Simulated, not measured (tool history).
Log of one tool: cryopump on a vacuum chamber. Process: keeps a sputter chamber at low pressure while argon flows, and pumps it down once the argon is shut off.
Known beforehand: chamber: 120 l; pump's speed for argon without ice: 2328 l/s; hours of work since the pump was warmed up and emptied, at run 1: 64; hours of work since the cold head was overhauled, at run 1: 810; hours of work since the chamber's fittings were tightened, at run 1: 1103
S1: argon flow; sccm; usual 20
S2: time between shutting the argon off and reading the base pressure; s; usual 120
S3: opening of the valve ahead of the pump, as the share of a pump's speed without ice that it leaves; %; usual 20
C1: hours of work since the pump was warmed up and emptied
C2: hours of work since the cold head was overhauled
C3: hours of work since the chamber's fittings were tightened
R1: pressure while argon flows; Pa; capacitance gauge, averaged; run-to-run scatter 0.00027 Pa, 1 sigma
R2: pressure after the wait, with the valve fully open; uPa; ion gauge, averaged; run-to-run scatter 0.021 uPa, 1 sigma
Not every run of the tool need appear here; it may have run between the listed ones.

{"run": 1, "hour": 0.0, "S1": 20, "S2": 120, "S3": 20, "C1": 64, "C2": 810, "C3": 1103, "R1": 0.0735, "R2": 0.7}
{"run": 2, "hour": 67.3, "S1": 20, "S2": 120, "S3": 20, "C1": 100, "C2": 846, "C3": 1139, "R1": 0.0737, "R2": 0.72}
{"run": 3, "hour": 112.2, "S1": 20, "S2": 120, "S3": 34, "C1": 124, "C2": 870, "C3": 1163, "R1": 0.0439, "R2": 0.74}
{"run": 4, "hour": 152.8, "S1": 20, "S2": 120, "S3": 34, "C1": 146, "C2": 892, "C3": 1185, "R1": 0.0442, "R2": 0.72}
{"run": 5, "hour": 205.9, "S1": 20, "S2": 186, "S3": 20, "C1": 175, "C2": 920, "C3": 1213, "R1": 0.0738, "R2": 0.64}
{"run": 6, "hour": 251.9, "S1": 20, "S2": 120, "S3": 20, "C1": 199, "C2": 945, "C3": 1238, "R1": 0.0741, "R2": 0.77}
{"hour": 278.1, "done": "leaking fittings of the chamber tightened, without venting"}
{"run": 7, "hour": 328.7, "S1": 22, "S2": 120, "S3": 20, "C1": 240, "C2": 985, "C3": 27, "R1": 0.082, "R2": 0.48}
{"run": 8, "hour": 378.6, "S1": 22, "S2": 120, "S3": 20, "C1": 266, "C2": 1012, "C3": 54, "R1": 0.0822, "R2": 0.5}
{"run": 9, "hour": 448.9, "S1": 22, "S2": 25, "S3": 20, "C1": 304, "C2": 1050, "C3": 92, "R1": 0.0829, "R2": 1.7}
{"run": 10, "hour": 483.3, "S1": 22, "S2": 25, "S3": 20, "C1": 323, "C2": 1068, "C3": 110, "R1": 0.0826, "R2": 1.71}
{"hour": 526.5, "done": "pump warmed up, emptied and cooled again"}
{"run": 11, "hour": 566.9, "S1": 20, "S2": 120, "S3": 20, "C1": 22, "C2": 1111, "C3": 153, "R1": 0.0732, "R2": 0.47}
{"run": 12, "hour": 631.0, "S1": 20, "S2": 120, "S3": 49, "C1": 56, "C2": 1145, "C3": 187, "R1": 0.03, "R2": 0.54}
{"run": 13, "hour": 666.4, "S1": 20, "S2": 120, "S3": 20, "C1": 75, "C2": 1164, "C3": 206, "R1": 0.073, "R2": 0.54}
{"run": 14, "hour": 712.9, "S1": 20, "S2": 120, "S3": 20, "C1": 100, "C2": 1189, "C3": 231, "R1": 0.0734, "R2": 0.47}
{"run": 15, "hour": 765.3, "S1": 23, "S2": 132, "S3": 47, "C1": 129, "C2": 1218, "C3": 259, "R1": 0.0365, "R2": 0.52}
{"run": 16, "hour": 837.1, "S1": 23, "S2": 132, "S3": 47, "C1": 167, "C2": 1256, "C3": 298, "R1": 0.037, "R2": 0.54}
{"run": 17, "hour": 907.3, "S1": 24, "S2": 23, "S3": 31, "C1": 205, "C2": 1294, "C3": 336, "R1": 0.0582, "R2": 1.87}
{"run": 18, "hour": 961.3, "S1": 24, "S2": 23, "S3": 31, "C1": 234, "C2": 1323, "C3": 365, "R1": 0.0584, "R2": 1.79}
{"run": 19, "hour": 1009.1, "S1": 24, "S2": 23, "S3": 31, "C1": 260, "C2": 1349, "C3": 391, "R1": 0.0588, "R2": 1.92}
{"run": 20, "hour": 1066.1, "S1": 17, "S2": 128, "S3": 55, "C1": 290, "C2": 1379, "C3": 421, "R1": 0.0246, "R2": 0.55}
{"run": 21, "hour": 1120.3, "S1": 17, "S2": 128, "S3": 55, "C1": 319, "C2": 1409, "C3": 450, "R1": 0.0243, "R2": 0.56}
{"hour": 1171.7, "done": "pump warmed up, emptied and cooled again"}
{"run": 22, "hour": 1199.2, "S1": 13, "S2": 128, "S3": 54, "C1": 15, "C2": 1448, "C3": 490, "R1": 0.0178, "R2": 0.53}
{"run": 23, "hour": 1245.3, "S1": 28, "S2": 253, "S3": 37, "C1": 40, "C2": 1473, "C3": 515, "R1": 0.0552, "R2": 0.42}
{"run": 24, "hour": 1318.4, "S1": 20, "S2": 51, "S3": 18, "C1": 79, "C2": 1512, "C3": 554, "R1": 0.0815, "R2": 0.97}
{"run": 25, "hour": 1382.1, "S1": 10, "S2": 49, "S3": 27, "C1": 113, "C2": 1547, "C3": 589, "R1": 0.0272, "R2": 1.09}
{"run": 26, "hour": 1456.4, "S1": 10, "S2": 133, "S3": 27, "C1": 153, "C2": 1587, "C3": 629, "R1": 0.0276, "R2": 0.58}
{"run": 27, "hour": 1494.4, "S1": 10, "S2": 133, "S3": 27, "C1": 174, "C2": 1607, "C3": 649, "R1": 0.0281, "R2": 0.62}
{"run": 28, "hour": 1529.1, "S1": 10, "S2": 133, "S3": 27, "C1": 192, "C2": 1626, "C3": 668, "R1": 0.0275, "R2": 0.62}

Below are 5 alternative next runs, each starting from the tool's condition after run 28. Predict each:
{"run": "A", "hour": 1577.3, "S1": 20, "S2": 140, "S3": 21, "C1": 218, "C2": 1652, "C3": 694, "R1": "?", "R2": "?"}
{"run": "B", "hour": 1577.3, "S1": 40, "S2": 120, "S3": 20, "C1": 218, "C2": 1652, "C3": 694, "R1": "?", "R2": "?"}
{"run": "C", "hour": 1577.3, "S1": 19, "S2": 133, "S3": 40, "C1": 218, "C2": 1652, "C3": 694, "R1": "?", "R2": "?"}
{"run": "D", "hour": 1577.3, "S1": 39, "S2": 133, "S3": 27, "C1": 218, "C2": 1652, "C3": 694, "R1": "?", "R2": "?"}
{"run": "E", "hour": 1577.3, "S1": 10, "S2": 137, "S3": 27, "C1": 218, "C2": 1652, "C3": 694, "R1": "?", "R2": "?"}

run=A R1=0.0714 R2=0.61
run=B R1=0.1481 R2=0.62
run=C R1=0.0365 R2=0.61
run=D R1=0.1083 R2=0.65
run=E R1=0.0276 R2=0.59
Had the tool no hidden state, the same runs would have come out as:
run=A R1=0.0695 R2=0.42
run=B R1=0.1444 R2=0.44
run=C R1=0.0347 R2=0.41
run=D R1=0.1047 R2=0.45
run=E R1=0.0267 R2=0.39
